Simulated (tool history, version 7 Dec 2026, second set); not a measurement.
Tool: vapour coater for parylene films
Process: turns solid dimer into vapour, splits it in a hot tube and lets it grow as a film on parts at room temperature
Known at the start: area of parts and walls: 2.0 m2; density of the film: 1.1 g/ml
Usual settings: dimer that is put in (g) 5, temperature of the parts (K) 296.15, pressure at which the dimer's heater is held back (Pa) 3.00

run	hour	dimer that is put in (g)	temperature of the parts (K)	pressure at which the dimer's heater is held back (Pa)	thickness of the film (um)
1	0.0	5	296.15	3.00	1.673
2	42.3	5	296.15	3.00	1.667
3	87.1	5	296.15	3.00	1.659
4	131.3	5	296.15	3.00	1.657
# hour 182.3: trap's valve overhauled
5	184.1	3	296.15	3.00	1.004
6	209.2	5	296.15	3.00	1.667
7	253.6	5	296.15	3.00	1.659
8	306.2	5	296.15	2.46	1.744
9	333.3	3	296.15	3.00	0.997
10	363.5	5	296.15	3.00	1.657
11	402.8	5	296.15	3.00	1.676
12	441.2	5	296.15	3.00	1.671
13	479.8	5	296.15	3.82	1.583
14	508.2	5	296.15	3.82	1.594
15	538.9	5	295.15	3.00	1.745
16	582.5	5	295.15	3.00	1.750
17	613.0	5	296.15	11.74	1.256
18	660.4	5	296.15	11.74	1.257
19	698.0	3	296.15	3.00	1.010
20	731.4	5	295.15	3.00	1.749
# hour 752.3: trap's valve overhauled
21	770.6	2	296.15	3.00	0.665
22	801.7	5	296.15	3.00	1.676
23	834.7	5	296.15	3.00	1.669
24	864.3	5	296.15	3.00	1.675
25	888.4	3	294.15	3.00	1.101
26	910.7	7	296.15	3.68	2.247
27	934.4	7	296.15	3.68	2.237
28	969.8	7	296.15	3.68	2.242
29	1002.3	3	298.15	10.38	0.706
30	1028.0	3	298.15	10.38	0.707
31	1049.5	3	296.15	7.87	0.813
32	1073.9	3	296.15	7.87	0.825
33	1127.0	7	296.15	3.00	2.338
34	1175.3	7	302.15	3.00	1.773
35	1219.3	7	293.15	5.26	2.403
36	1270.1	5	293.15	3.72	1.852
37	1304.9	6	295.15	2.01	2.290
# hour 1322.8: trap's valve overhauled
38	1332.0	4	296.15	10.26	1.035
39	1361.2	4	296.15	10.26	1.034
40	1390.0	5	293.15	4.74	1.763
41	1419.0	2	294.15	4.74	0.671
42	1464.5	6	300.15	5.19	1.464
43	1505.7	7	296.15	3.00	2.349
44	1541.2	5	304.15	3.64	1.092
45	1585.0	5	304.15	3.64	1.096
46	1612.1	5	301.15	3.04	1.318
47	1643.9	5	296.15	8.19	1.365
48	1683.8	9	296.15	3.04	2.986

3 ways to go on from here, each from the tool as it stands after run 48. What would each give?
A	1717.8	8	291.15	3.00	?
B	1717.8	9	299.15	3.04	?
C	1717.8	7	290.15	4.65	?

run	thickness of the film (um)
A	3.414
B	2.597
C	2.855
Without the tool's hidden state the same runs would have given:
run	thickness of the film (um)
A	3.420
B	2.601
C	2.860
